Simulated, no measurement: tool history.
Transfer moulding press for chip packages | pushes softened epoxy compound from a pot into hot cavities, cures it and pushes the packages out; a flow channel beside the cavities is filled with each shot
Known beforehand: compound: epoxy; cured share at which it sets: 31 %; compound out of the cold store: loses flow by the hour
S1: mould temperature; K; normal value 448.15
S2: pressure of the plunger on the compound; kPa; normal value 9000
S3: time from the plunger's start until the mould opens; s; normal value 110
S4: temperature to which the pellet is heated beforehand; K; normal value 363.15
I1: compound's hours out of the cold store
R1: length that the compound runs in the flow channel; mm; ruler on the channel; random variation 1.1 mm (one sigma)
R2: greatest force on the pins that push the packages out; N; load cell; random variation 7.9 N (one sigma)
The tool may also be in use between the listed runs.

run 1 hour=0 | S1=448.15 S2=9000 S3=110 S4=363.15 | I1=9.1 | R1=725 R2=523
run 2 hour=11.1 | S1=448.15 S2=9000 S3=110 S4=363.15 | I1=18 | R1=679 R2=533
-- hour=17.6 cavities cleaned with cleaning compound and waxed
run 3 hour=20.6 | S1=448.15 S2=9000 S3=110 S4=363.15 | I1=26.1 | R1=639 R2=354
run 4 hour=25.2 | S1=448.15 S2=9970 S3=110 S4=363.15 | I1=43.9 | R1=592 R2=367
run 5 hour=36 | S1=448.15 S2=9970 S3=110 S4=363.15 | I1=36.9 | R1=623 R2=411
-- hour=41.2 plunger's sealing rings changed
run 6 hour=46.5 | S1=448.15 S2=9970 S3=110 S4=363.15 | I1=46 | R1=609 R2=419
run 7 hour=55.2 | S1=448.15 S2=9000 S3=110 S4=367.15 | I1=15.7 | R1=718 R2=474
run 8 hour=64.7 | S1=448.15 S2=9000 S3=110 S4=367.15 | I1=25.2 | R1=670 R2=507
run 9 hour=73.9 | S1=448.15 S2=9000 S3=110 S4=367.15 | I1=31.3 | R1=640 R2=500
run 10 hour=82.6 | S1=448.15 S2=9000 S3=110 S4=367.15 | I1=47.2 | R1=572 R2=506
-- hour=86 cavities cleaned with cleaning compound and waxed
run 11 hour=90.8 | S1=448.15 S2=9000 S3=110 S4=367.15 | I1=25.4 | R1=667 R2=356
run 12 hour=98.3 | S1=447.15 S2=9370 S3=110 S4=354.15 | I1=25.2 | R1=686 R2=406
run 13 hour=106.9 | S1=453.15 S2=9070 S3=141 S4=354.15 | I1=27 | R1=649 R2=341
run 14 hour=112.2 | S1=453.15 S2=9070 S3=141 S4=354.15 | I1=27 | R1=648 R2=358
run 15 hour=119.1 | S1=443.15 S2=9000 S3=128 S4=363.15 | I1=10.6 | R1=758 R2=506
run 16 hour=124.1 | S1=443.15 S2=9000 S3=128 S4=363.15 | I1=15.9 | R1=730 R2=535
run 17 hour=132.6 | S1=452.15 S2=10190 S3=128 S4=357.15 | I1=46.6 | R1=597 R2=413
run 18 hour=139.4 | S1=443.15 S2=10190 S3=103 S4=364.15 | I1=32.2 | R1=687 R2=763
run 19 hour=145.7 | S1=446.15 S2=8170 S3=131 S4=358.15 | I1=42.5 | R1=565 R2=459
-- hour=151.9 cavities cleaned with cleaning compound and waxed
run 20 hour=155 | S1=448.15 S2=8290 S3=110 S4=371.15 | I1=22.5 | R1=647 R2=358
run 21 hour=160.7 | S1=448.15 S2=8290 S3=110 S4=371.15 | I1=39 | R1=578 R2=372

Forecast each of these 3 alternatives for the next run:
run A hour=167.4 | S1=453.15 S2=9420 S3=144 S4=371.15 | I1=24.3 | R1=? R2=?
run B hour=167.4 | S1=444.15 S2=9000 S3=110 S4=363.15 | I1=34.8 | R1=? R2=?
run C hour=167.4 | S1=448.15 S2=9000 S3=110 S4=359.15 | I1=32 | R1=? R2=?

run=A R1=669 R2=325
run=B R1=631 R2=497
run=C R1=632 R2=406
Take away the tool's hidden state, keep each run's random variation, and the runs would have read:
run=A R1=677 R2=271
run=B R1=639 R2=411
run=C R1=639 R2=336

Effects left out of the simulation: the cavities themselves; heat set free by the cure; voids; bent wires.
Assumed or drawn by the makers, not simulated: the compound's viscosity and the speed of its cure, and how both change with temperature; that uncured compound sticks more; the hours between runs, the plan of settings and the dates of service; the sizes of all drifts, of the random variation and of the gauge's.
